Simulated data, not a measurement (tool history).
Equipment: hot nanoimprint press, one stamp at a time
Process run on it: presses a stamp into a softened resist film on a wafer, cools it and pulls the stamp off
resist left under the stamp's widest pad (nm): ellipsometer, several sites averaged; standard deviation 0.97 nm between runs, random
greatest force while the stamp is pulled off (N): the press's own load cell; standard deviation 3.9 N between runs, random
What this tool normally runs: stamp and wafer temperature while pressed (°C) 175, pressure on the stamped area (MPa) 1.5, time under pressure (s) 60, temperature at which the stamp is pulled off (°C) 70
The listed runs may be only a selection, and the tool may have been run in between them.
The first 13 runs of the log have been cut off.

| run | hour | stamp and wafer temperature while pressed (°C) | pressure on the stamped area (MPa) | time under pressure (s) | temperature at which the stamp is pulled off (°C) | resist left under the stamp's widest pad (nm) | greatest force while the stamp is pulled off (N) |
|---|---|---|---|---|---|---|---|
| 14 | 707.2 | 175 | 1.5 | 47 | 70 | 156.8 | 229 |
|  | 734.9 | press's hydraulic seals changed and the load cell set to zero |
| 15 | 748.6 | 175 | 1.5 | 47 | 70 | 156.7 | 233 |
| 16 | 797.9 | 175 | 2.38 | 60 | 70 | 113.4 | 238 |
| 17 | 869.3 | 187 | 1.37 | 67 | 76 | 88.6 | 240 |
| 18 | 913.8 | 187 | 2.21 | 92 | 68 | 61.1 | 269 |
| 19 | 974 | 175 | 1.2 | 69 | 70 | 160.5 | 276 |
|  | 1015.5 | plate thermocouple calibrated |
| 20 | 1027.7 | 175 | 1.2 | 69 | 70 | 145.9 | 285 |
|  | 1050.5 | stamp cleaned and given a new release coat |
| 21 | 1067 | 175 | 1.2 | 69 | 70 | 143.6 | 200 |
| 22 | 1125.9 | 175 | 1.52 | 69 | 58 | 131.4 | 237 |
| 23 | 1161.9 | 175 | 1.52 | 69 | 61 | 133.7 | 227 |

Run 24 has not been measured yet. What should we expect?
| 24 | 1217.7 | 175 | 2.29 | 92 | 70 | ? | ? |

resist left under the stamp's widest pad (nm): 95.7
greatest force while the stamp is pulled off (N): 223
With the hidden condition absent and the run-to-run variation left alone, this run would have shown resist left under the stamp's widest pad (nm) 92.4, greatest force while the stamp is pulled off (N) 188.
